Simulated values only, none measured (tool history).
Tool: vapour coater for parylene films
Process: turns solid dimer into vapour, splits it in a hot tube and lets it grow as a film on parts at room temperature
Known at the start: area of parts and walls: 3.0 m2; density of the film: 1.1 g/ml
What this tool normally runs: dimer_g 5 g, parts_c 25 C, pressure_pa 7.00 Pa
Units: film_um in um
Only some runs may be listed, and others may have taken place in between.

run,day,dimer_g,parts_c,pressure_pa,film_um
1,0.000,5,25,7.00,0.799
# day 0.354: trap's valve overhauled
2,1.971,5,25,2.88,0.831
3,3.446,5,25,2.88,0.820
4,5.379,5,23,7.00,0.831
# day 7.000: trap's valve overhauled, once more
5,7.562,5,25,7.00,0.860
6,10.212,5,25,7.00,0.835
7,11.929,4,25,7.00,0.669
8,14.475,5,25,6.18,0.839
9,16.400,5,21,6.18,1.018
# day 17.271: table's thermometer calibrated
10,18.383,5,21,6.18,1.073
11,20.817,5,25,5.10,0.887
12,23.988,5,25,7.00,0.850
13,26.921,5,25,7.00,0.830
# day 27.396: trap's valve overhauled
14,28.646,5,25,7.00,0.893
15,31.950,5,25,7.00,0.875
16,34.946,4,26,3.67,0.699
17,37.633,2,21,2.40,0.435
18,40.942,2,21,2.40,0.450
19,43.012,6,29,3.14,0.877
20,44.883,6,29,3.14,0.870
21,46.671,4,28,7.00,0.571
# day 47.904: trap's valve overhauled
22,49.217,4,28,7.00,0.595
23,51.642,5,28,7.00,0.743
24,53.550,8,27,11.90,1.181
25,56.183,7,27,11.90,1.017
26,59.512,3,28,4.68,0.441
27,60.992,5,17,5.40,1.227
28,63.079,3,25,8.12,0.474
# day 63.896: table's thermometer calibrated
29,64.758,7,21,2.66,1.550

Pick out some run-to-run changes in film_um. Of each, how much would a tool without hidden state show as well, from the settings, what came in and chance, and how much is left for the hidden state and any gauge scatter not in both results compared?
Unlogged tool condition in this case: vapour lost through the trap's worn valve, %; true temperature of the parts over the reading, C; drift of the gauge itself on film_um, %.
Run 4 -> 5: parts_c 23 -> 25, trap's valve overhauled, once more. film_um +0.029 um: hidden state +0.126, all else -0.097.
Run 26 -> 27: dimer_g 3 -> 5, parts_c 28 -> 17, pressure_pa 4.68 -> 5.40. film_um +0.786 um: hidden state -0.099, all else +0.885.
Run 28 -> 29: dimer_g 3 -> 7, parts_c 25 -> 21, pressure_pa 8.12 -> 2.66, table's thermometer calibrated. film_um +1.076 um: hidden state -0.055, all else +1.131.
